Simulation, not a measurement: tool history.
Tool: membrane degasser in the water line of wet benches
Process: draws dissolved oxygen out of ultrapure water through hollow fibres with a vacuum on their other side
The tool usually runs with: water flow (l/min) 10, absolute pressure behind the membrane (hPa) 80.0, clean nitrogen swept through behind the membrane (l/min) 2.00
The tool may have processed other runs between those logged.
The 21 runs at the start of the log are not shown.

run	hour	water flow (l/min)	absolute pressure behind the membrane (hPa)	clean nitrogen swept through behind the membrane (l/min)	hours since the membrane was changed	hours since the vacuum gauge was calibrated	hours since the vacuum lines were made tight	dissolved oxygen in the water behind the degasser (ppb)	pressure that the water loses in the fibres (hPa)
22	4951.7	9	187.7	3.19	12968	4313	8134	113.4	245.2
23	5192.4	12	187.7	3.19	13208	4553	8374	167.3	330.1
# hour 5259.7: vacuum gauge calibrated
24	5484.2	7	177.5	2.07	13500	225	8666	122.3	193.4
25	5764.0	10	117.2	4.19	13779	504	8945	62.2	275.3
26	6044.8	10	117.1	2.00	14060	785	9226	112.5	276.0
27	6348.0	6	53.0	5.15	14363	1088	9529	7.0	166.4
28	6571.5	6	53.0	5.15	14587	1312	9753	6.2	164.3
29	6823.8	6	53.0	5.15	14839	1564	10005	6.9	166.9
30	7084.1	6	53.0	5.15	15100	1824	10265	6.6	165.2
31	7278.4	12	178.4	5.15	15294	2019	10460	110.5	328.0

Consider 4 possible next runs. They are alternatives, not a sequence: every one starts from the tool as it was left by run 31. What does each give?
A	7572.2	9	80.0	2.17	15588	2313	10754	?	?
B	7572.2	7	178.4	5.15	15588	2313	10754	?	?
C	7572.2	10	125.0	3.43	15588	2313	10754	?	?
D	7572.2	12	53.3	4.51	15588	2313	10754	?	?

run	dissolved oxygen in the water behind the degasser (ppb)	pressure that the water loses in the fibres (hPa)
A	54.0	248.6
B	52.2	195.4
C	77.4	274.1
D	39.2	332.3
What these runs would have given with no unlogged condition in the tool:
run	dissolved oxygen in the water behind the degasser (ppb)	pressure that the water loses in the fibres (hPa)
A	53.9	248.3
B	52.1	195.2
C	77.3	273.8
D	39.1	331.9
